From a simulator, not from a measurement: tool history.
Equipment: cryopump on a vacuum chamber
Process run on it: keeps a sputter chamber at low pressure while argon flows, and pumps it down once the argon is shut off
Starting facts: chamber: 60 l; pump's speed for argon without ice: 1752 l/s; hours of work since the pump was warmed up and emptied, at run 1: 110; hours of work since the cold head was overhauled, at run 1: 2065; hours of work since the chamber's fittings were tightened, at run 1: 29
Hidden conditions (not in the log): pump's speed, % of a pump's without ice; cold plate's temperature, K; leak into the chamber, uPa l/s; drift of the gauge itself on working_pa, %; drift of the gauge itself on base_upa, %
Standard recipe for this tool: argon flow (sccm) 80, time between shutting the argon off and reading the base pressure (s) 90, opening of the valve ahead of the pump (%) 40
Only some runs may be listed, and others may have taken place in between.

run	hour	argon flow (sccm)	time between shutting the argon off and reading the base pressure (s)	opening of the valve ahead of the pump (%)	hours of work since the pump was warmed up and emptied	hours of work since the cold head was overhauled	hours of work since the chamber's fittings were tightened	pressure while argon flows (Pa)	pressure after the wait (uPa)
1	0.0	80	90	40	110	2065	29	0.1961	1.23
2	57.9	80	90	40	151	2106	70	0.1996	1.15
3	104.3	80	90	40	184	2139	103	0.2017	1.22
4	179.8	80	90	40	237	2192	156	0.2036	1.29
5	227.5	51	90	40	271	2226	190	0.1307	1.21
6	280.9	51	90	40	308	2263	228	0.1312	1.31
7	341.8	80	90	40	352	2306	271	0.2064	1.32
8	392.6	80	90	40	387	2342	307	0.2073	1.39
9	469.3	80	90	40	442	2397	361	0.2125	1.38
10	552.3	80	90	29	500	2455	420	0.2876	1.42
11	618.6	80	90	29	547	2502	467	0.2875	1.50
12	706.6	80	90	29	609	2564	529	0.2952	1.51
# hour 756.8: pump warmed up, emptied and cooled again
13	758.2	80	90	29	1	2597	562	0.2671	1.39
14	830.1	80	90	43	52	2648	613	0.1834	1.43
15	915.9	80	90	21	113	2709	674	0.3705	1.51
16	982.0	80	90	21	159	2756	720	0.3747	1.48
17	1046.8	80	249	21	205	2802	766	0.3771	0.92
18	1106.4	41	274	58	247	2844	808	0.0743	0.95
19	1178.5	96	274	58	298	2895	859	0.1748	1.04
20	1235.9	55	90	43	339	2935	900	0.1347	1.69
21	1321.8	40	90	43	400	2996	961	0.0984	1.70
22	1394.6	49	53	23	451	3048	1012	0.2173	2.40
23	1483.1	34	90	21	514	3110	1075	0.1666	1.86
24	1572.9	34	90	21	577	3174	1138	0.1664	1.94
25	1618.7	51	150	40	610	3206	1171	0.1403	1.55
# hour 1665.9: pump warmed up, emptied and cooled again
26	1704.2	77	31	52	27	3263	1228	0.1448	3.56
27	1773.7	77	31	52	76	3312	1277	0.1475	3.55
28	1834.7	159	31	27	119	3355	1320	0.5790	3.65
29	1908.5	159	90	25	172	3408	1372	0.6303	1.87

Branching from run 29: 3 alternative next runs. What would each branch give?
A	1983.6	80	90	15	225	3461	1425	?	?
B	1983.6	159	23	45	225	3461	1425	?	?
C	1983.6	46	90	40	225	3461	1425	?	?

run	pressure while argon flows (Pa)	pressure after the wait (uPa)
A	0.5231	1.82
B	0.3627	4.59
C	0.1161	1.93
With no hidden state in the tool, these same runs would have given:
run	pressure while argon flows (Pa)	pressure after the wait (uPa)
A	0.5131	1.04
B	0.3427	3.79
C	0.1104	1.12
